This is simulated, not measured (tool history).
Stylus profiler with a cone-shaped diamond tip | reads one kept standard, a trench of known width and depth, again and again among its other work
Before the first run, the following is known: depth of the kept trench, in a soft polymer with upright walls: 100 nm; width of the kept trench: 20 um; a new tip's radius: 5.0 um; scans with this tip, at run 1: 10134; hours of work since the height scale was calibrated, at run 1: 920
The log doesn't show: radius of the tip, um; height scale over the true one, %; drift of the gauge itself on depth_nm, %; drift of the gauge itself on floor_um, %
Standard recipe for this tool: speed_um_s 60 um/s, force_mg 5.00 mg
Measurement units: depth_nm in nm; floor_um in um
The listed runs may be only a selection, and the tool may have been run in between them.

run   hour  speed_um_s  force_mg  scans with this tip  hours of work since the height scale was calibrated  depth_nm  floor_um
  1    0.0          60      5.00                10134                                                  920    101.93     17.91
  2   38.4          60      5.00                10405                                                  945    101.91     17.91
  3  103.1          60      5.00                10859                                                  986    101.94     17.95
  4  138.2          60      2.41                11106                                                 1008    101.31     17.88
  5  198.4          23      5.00                11530                                                 1047    102.12     17.96
  6  238.7          23      5.00                11812                                                 1073    102.03     17.98
  7  306.9          22      5.00                12292                                                 1116    102.13     17.97
  8  356.6          22      5.00                12642                                                 1148    101.81     18.00
  9  397.3          36      2.24                12928                                                 1174    101.17     17.98
 10  426.6          36      2.24                13134                                                 1192    101.17     17.93
 11  498.5          29      6.44                13639                                                 1238    102.35     17.97
 12  548.1          23      3.39                13988                                                 1270    101.45     17.96
 13  613.6         134      7.53                14449                                                 1312    102.59     17.86
 14  669.6          36      2.45                14842                                                 1348    101.24     17.91
 15  740.7          60     11.40                15342                                                 1393    103.40     17.88
 16  808.6          24     13.20                15820                                                 1436    103.83     17.98

Each row is a separate what-if for the run after 16, all from the same tool condition, not one after another. Results?
  A  867.8          45      3.09                16236                                                 1474         ?         ?
  B  867.8         148     13.08                16236                                                 1474         ?         ?
  C  867.8          24      5.56                16236                                                 1474         ?         ?
  D  867.8         163      1.87                16236                                                 1474         ?         ?

run  depth_nm  floor_um
  A    101.44     17.90
  B    103.69     17.85
  C    102.24     17.97
  D    101.05     17.66
Without the tool's hidden state the same runs would have given:
run  depth_nm  floor_um
  A    101.43     17.91
  B    103.68     17.85
  C    102.23     17.98
  D    101.04     17.67

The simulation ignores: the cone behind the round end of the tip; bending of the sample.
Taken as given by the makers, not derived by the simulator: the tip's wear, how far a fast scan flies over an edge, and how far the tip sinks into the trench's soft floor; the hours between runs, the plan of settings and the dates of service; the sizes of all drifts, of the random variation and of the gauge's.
